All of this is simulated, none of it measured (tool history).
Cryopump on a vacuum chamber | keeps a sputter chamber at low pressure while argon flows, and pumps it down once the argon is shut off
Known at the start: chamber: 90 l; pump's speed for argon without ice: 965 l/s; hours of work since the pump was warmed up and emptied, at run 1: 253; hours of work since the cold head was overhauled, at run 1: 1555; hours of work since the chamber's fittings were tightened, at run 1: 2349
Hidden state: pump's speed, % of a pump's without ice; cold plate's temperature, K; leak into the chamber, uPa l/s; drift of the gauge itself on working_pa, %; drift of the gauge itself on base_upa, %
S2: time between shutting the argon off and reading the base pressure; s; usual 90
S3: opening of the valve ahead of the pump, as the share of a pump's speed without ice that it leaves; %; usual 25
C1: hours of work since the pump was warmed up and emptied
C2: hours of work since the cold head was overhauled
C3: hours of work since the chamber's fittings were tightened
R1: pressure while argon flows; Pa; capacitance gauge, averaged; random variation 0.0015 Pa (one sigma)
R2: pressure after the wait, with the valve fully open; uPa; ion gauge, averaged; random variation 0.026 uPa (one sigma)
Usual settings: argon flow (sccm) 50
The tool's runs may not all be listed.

run 1 hour=0 | argon_flow_(sccm)=50 S2=90 S3=25 | C1=253 C2=1555 C3=2349 | R1=0.3587 R2=2.42
run 2 hour=32.1 | argon_flow_(sccm)=50 S2=90 S3=25 | C1=279 C2=1581 C3=2375 | R1=0.3606 R2=2.5
run 3 hour=66.8 | argon_flow_(sccm)=50 S2=90 S3=25 | C1=307 C2=1608 C3=2403 | R1=0.3639 R2=2.7
run 4 hour=101.5 | argon_flow_(sccm)=50 S2=90 S3=25 | C1=334 C2=1636 C3=2430 | R1=0.3643 R2=2.58
run 5 hour=153 | argon_flow_(sccm)=50 S2=22 S3=25 | C1=376 C2=1677 C3=2472 | R1=0.3645 R2=5.31
run 6 hour=192.5 | argon_flow_(sccm)=50 S2=90 S3=25 | C1=407 C2=1709 C3=2503 | R1=0.367 R2=2.67
run 7 hour=223.6 | argon_flow_(sccm)=50 S2=90 S3=25 | C1=432 C2=1734 C3=2528 | R1=0.3647 R2=2.67
run 8 hour=258.4 | argon_flow_(sccm)=50 S2=90 S3=25 | C1=460 C2=1762 C3=2556 | R1=0.3687 R2=2.68
run 9 hour=291.7 | argon_flow_(sccm)=47 S2=90 S3=25 | C1=487 C2=1788 C3=2583 | R1=0.3487 R2=2.76
run 10 hour=355.2 | argon_flow_(sccm)=29 S2=90 S3=25 | C1=538 C2=1839 C3=2634 | R1=0.2161 R2=2.73
run 11 hour=386.9 | argon_flow_(sccm)=29 S2=90 S3=25 | C1=563 C2=1865 C3=2659 | R1=0.2143 R2=2.9
run 12 hour=447.2 | argon_flow_(sccm)=29 S2=90 S3=25 | C1=611 C2=1913 C3=2707 | R1=0.2186 R2=3
-- hour=468.8 pump warmed up, emptied and cooled again
run 13 hour=520 | argon_flow_(sccm)=29 S2=90 S3=25 | C1=41 C2=1967 C3=2762 | R1=0.204 R2=2.5
run 14 hour=594.8 | argon_flow_(sccm)=29 S2=90 S3=25 | C1=101 C2=2027 C3=2821 | R1=0.2066 R2=2.59
run 15 hour=645.6 | argon_flow_(sccm)=29 S2=90 S3=25 | C1=142 C2=2068 C3=2862 | R1=0.2058 R2=2.68
run 16 hour=685.3 | argon_flow_(sccm)=50 S2=90 S3=25 | C1=173 C2=2100 C3=2894 | R1=0.3589 R2=2.7
run 17 hour=729.2 | argon_flow_(sccm)=24 S2=90 S3=25 | C1=209 C2=2135 C3=2929 | R1=0.1711 R2=2.75
-- hour=763.2 leaking fittings of the chamber tightened, without venting
run 18 hour=776.6 | argon_flow_(sccm)=30 S2=101 S3=26 | C1=245 C2=2171 C3=11 | R1=0.2065 R2=1.11
run 19 hour=846.2 | argon_flow_(sccm)=31 S2=62 S3=20 | C1=301 C2=2227 C3=67 | R1=0.2815 R2=1.6
run 20 hour=895 | argon_flow_(sccm)=31 S2=62 S3=20 | C1=340 C2=2266 C3=106 | R1=0.2808 R2=1.59
run 21 hour=967.8 | argon_flow_(sccm)=50 S2=152 S3=42 | C1=398 C2=2324 C3=164 | R1=0.226 R2=0.96
run 22 hour=1018.7 | argon_flow_(sccm)=38 S2=20 S3=38 | C1=439 C2=2365 C3=205 | R1=0.1885 R2=4.09
run 23 hour=1089.4 | argon_flow_(sccm)=38 S2=20 S3=38 | C1=496 C2=2422 C3=261 | R1=0.1916 R2=4.11
run 24 hour=1156.5 | argon_flow_(sccm)=62 S2=106 S3=44 | C1=549 C2=2476 C3=315 | R1=0.2782 R2=1.28
run 25 hour=1216.4 | argon_flow_(sccm)=50 S2=101 S3=39 | C1=597 C2=2524 C3=363 | R1=0.2512 R2=1.39
-- hour=1254.7 pump warmed up, emptied and cooled again
run 26 hour=1288.6 | argon_flow_(sccm)=50 S2=101 S3=54 | C1=27 C2=2577 C3=417 | R1=0.1655 R2=1.31
run 27 hour=1344.4 | argon_flow_(sccm)=50 S2=38 S3=50 | C1=72 C2=2622 C3=462 | R1=0.1794 R2=2.49
run 28 hour=1404.3 | argon_flow_(sccm)=65 S2=20 S3=50 | C1=120 C2=2670 C3=510 | R1=0.2369 R2=4.23
run 29 hour=1450.2 | argon_flow_(sccm)=65 S2=115 S3=50 | C1=157 C2=2707 C3=546 | R1=0.2371 R2=1.29
run 30 hour=1488.1 | argon_flow_(sccm)=25 S2=68 S3=25 | C1=187 C2=2737 C3=577 | R1=0.1796 R2=1.77
run 31 hour=1556.5 | argon_flow_(sccm)=25 S2=68 S3=25 | C1=242 C2=2792 C3=632 | R1=0.1791 R2=1.8
run 32 hour=1593.8 | argon_flow_(sccm)=43 S2=68 S3=16 | C1=272 C2=2822 C3=661 | R1=0.4808 R2=1.78
run 33 hour=1661.7 | argon_flow_(sccm)=27 S2=174 S3=16 | C1=326 C2=2876 C3=716 | R1=0.3038 R2=1.21
run 34 hour=1715.4 | argon_flow_(sccm)=27 S2=174 S3=16 | C1=369 C2=2919 C3=759 | R1=0.3049 R2=1.24

4 ways to go on from here, each from the tool as it stands after run 34. What would each give?
run A hour=1763.5 | argon_flow_(sccm)=50 S2=64 S3=19 | C1=408 C2=2958 C3=797 | R1=? R2=?
run B hour=1763.5 | argon_flow_(sccm)=28 S2=54 S3=17 | C1=408 C2=2958 C3=797 | R1=? R2=?
run C hour=1763.5 | argon_flow_(sccm)=50 S2=138 S3=25 | C1=408 C2=2958 C3=797 | R1=? R2=?
run D hour=1763.5 | argon_flow_(sccm)=67 S2=221 S3=16 | C1=408 C2=2958 C3=797 | R1=? R2=?

run=A R1=0.4788 R2=1.94
run=B R1=0.2999 R2=2.18
run=C R1=0.371 R2=1.42
run=D R1=0.761 R2=1.15
Without the tool's hidden state the same runs would have given:
run=A R1=0.4607 R2=1.4
run=B R1=0.2898 R2=1.63
run=C R1=0.3528 R2=0.84
run=D R1=0.7366 R2=0.6
